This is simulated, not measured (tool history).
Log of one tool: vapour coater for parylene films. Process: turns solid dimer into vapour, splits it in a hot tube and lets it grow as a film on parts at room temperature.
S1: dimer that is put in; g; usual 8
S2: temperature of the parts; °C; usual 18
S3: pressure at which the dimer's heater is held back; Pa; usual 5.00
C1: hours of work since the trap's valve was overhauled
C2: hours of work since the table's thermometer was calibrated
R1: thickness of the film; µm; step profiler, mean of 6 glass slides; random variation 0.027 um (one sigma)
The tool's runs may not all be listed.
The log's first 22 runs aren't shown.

run 23 hour=392.4 | S1=12 S2=18 S3=5.00 | C1=513 C2=398 | R1=3.23
run 24 hour=405.2 | S1=5 S2=26 S3=5.00 | C1=519 C2=404 | R1=1.11
run 25 hour=424.5 | S1=5 S2=26 S3=5.00 | C1=528 C2=413 | R1=1.10
run 26 hour=439.2 | S1=5 S2=26 S3=5.00 | C1=535 C2=419 | R1=1.12
run 27 hour=455.7 | S1=4 S2=19 S3=9.91 | C1=543 C2=427 | R1=0.99
run 28 hour=476.2 | S1=5 S2=19 S3=3.13 | C1=552 C2=436 | R1=1.37
run 29 hour=491.7 | S1=6 S2=25 S3=9.39 | C1=559 C2=444 | R1=1.30
run 30 hour=509.5 | S1=6 S2=25 S3=9.39 | C1=567 C2=452 | R1=1.26
run 31 hour=533.5 | S1=3 S2=20 S3=2.68 | C1=579 C2=463 | R1=0.80
run 32 hour=554.1 | S1=10 S2=20 S3=6.04 | C1=588 C2=472 | R1=2.53
run 33 hour=565.9 | S1=10 S2=20 S3=6.04 | C1=593 C2=478 | R1=2.46
run 34 hour=590.7 | S1=10 S2=20 S3=6.04 | C1=605 C2=489 | R1=2.49
run 35 hour=602.9 | S1=7 S2=18 S3=4.71 | C1=611 C2=495 | R1=1.87

3 ways to go on from here, each from the tool as it stands after run 35. What would each give?
run A hour=619.1 | S1=10 S2=24 S3=5.00 | C1=618 C2=502 | R1=?
run B hour=619.1 | S1=9 S2=14 S3=2.92 | C1=618 C2=502 | R1=?
run C hour=619.1 | S1=10 S2=18 S3=4.71 | C1=618 C2=502 | R1=?

run=A R1=2.36
run=B R1=2.76
run=C R1=2.63
Without the tool's hidden state the same runs would have given:
run=A R1=2.54
run=B R1=2.97
run=C R1=2.83
